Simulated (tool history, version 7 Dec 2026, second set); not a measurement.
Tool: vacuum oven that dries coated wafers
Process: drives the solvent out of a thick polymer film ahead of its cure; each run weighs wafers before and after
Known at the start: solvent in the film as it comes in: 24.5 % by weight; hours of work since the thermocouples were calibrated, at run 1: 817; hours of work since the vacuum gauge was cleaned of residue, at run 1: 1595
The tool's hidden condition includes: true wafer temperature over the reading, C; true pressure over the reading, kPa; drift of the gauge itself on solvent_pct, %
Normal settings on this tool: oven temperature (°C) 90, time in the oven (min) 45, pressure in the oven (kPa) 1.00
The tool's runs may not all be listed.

| run | hour | oven temperature (°C) | time in the oven (min) | pressure in the oven (kPa) | hours of work since the thermocouples were calibrated | hours of work since the vacuum gauge was cleaned of residue | solvent left in the film (%) |
|---|---|---|---|---|---|---|---|
| 1 | 0.0 | 90 | 45 | 1.00 | 817 | 1595 | 2.88 |
| 2 | 77.8 | 90 | 70 | 1.00 | 874 | 1651 | 1.80 |
|  | 138.5 | vacuum gauge cleaned of residue and calibrated |
| 3 | 138.7 | 90 | 45 | 1.00 | 917 | 0 | 2.96 |
| 4 | 239.9 | 90 | 45 | 1.00 | 991 | 74 | 2.91 |
| 5 | 313.8 | 90 | 45 | 0.51 | 1044 | 128 | 2.19 |
| 6 | 379.2 | 96 | 45 | 1.00 | 1092 | 175 | 1.68 |
| 7 | 443.2 | 96 | 45 | 1.00 | 1139 | 222 | 1.65 |
|  | 524.7 | oven's thermocouples calibrated |
| 8 | 545.2 | 96 | 55 | 1.90 | 15 | 295 | 2.54 |
| 9 | 604.1 | 95 | 37 | 1.00 | 58 | 337 | 2.10 |
| 10 | 659.1 | 98 | 61 | 1.00 | 98 | 377 | 1.19 |
| 11 | 708.8 | 92 | 45 | 3.90 | 134 | 414 | 6.35 |
| 12 | 806.1 | 92 | 45 | 0.70 | 205 | 484 | 1.80 |
| 13 | 875.0 | 82 | 45 | 0.50 | 255 | 535 | 5.37 |
| 14 | 976.0 | 101 | 45 | 1.83 | 328 | 608 | 1.98 |

What if the next run were any one of these 5? Each begins from the tool's condition after run 14:
| A | 1039.3 | 90 | 55 | 1.00 | 375 | 654 | ? |
| B | 1039.3 | 89 | 45 | 1.98 | 375 | 654 | ? |
| C | 1039.3 | 101 | 45 | 1.41 | 375 | 654 | ? |
| D | 1039.3 | 82 | 38 | 3.86 | 375 | 654 | ? |
| E | 1039.3 | 103 | 45 | 3.87 | 375 | 654 | ? |

| run | solvent left in the film (%) |
|---|---|
| A | 2.29 |
| B | 4.62 |
| C | 1.60 |
| D | 11.71 |
| E | 3.63 |
The same runs, with their run-to-run variation unchanged, on a tool lacking any hidden condition would have given:
| run | solvent left in the film (%) |
|---|---|
| A | 2.28 |
| B | 4.60 |
| C | 1.59 |
| D | 11.68 |
| E | 3.62 |
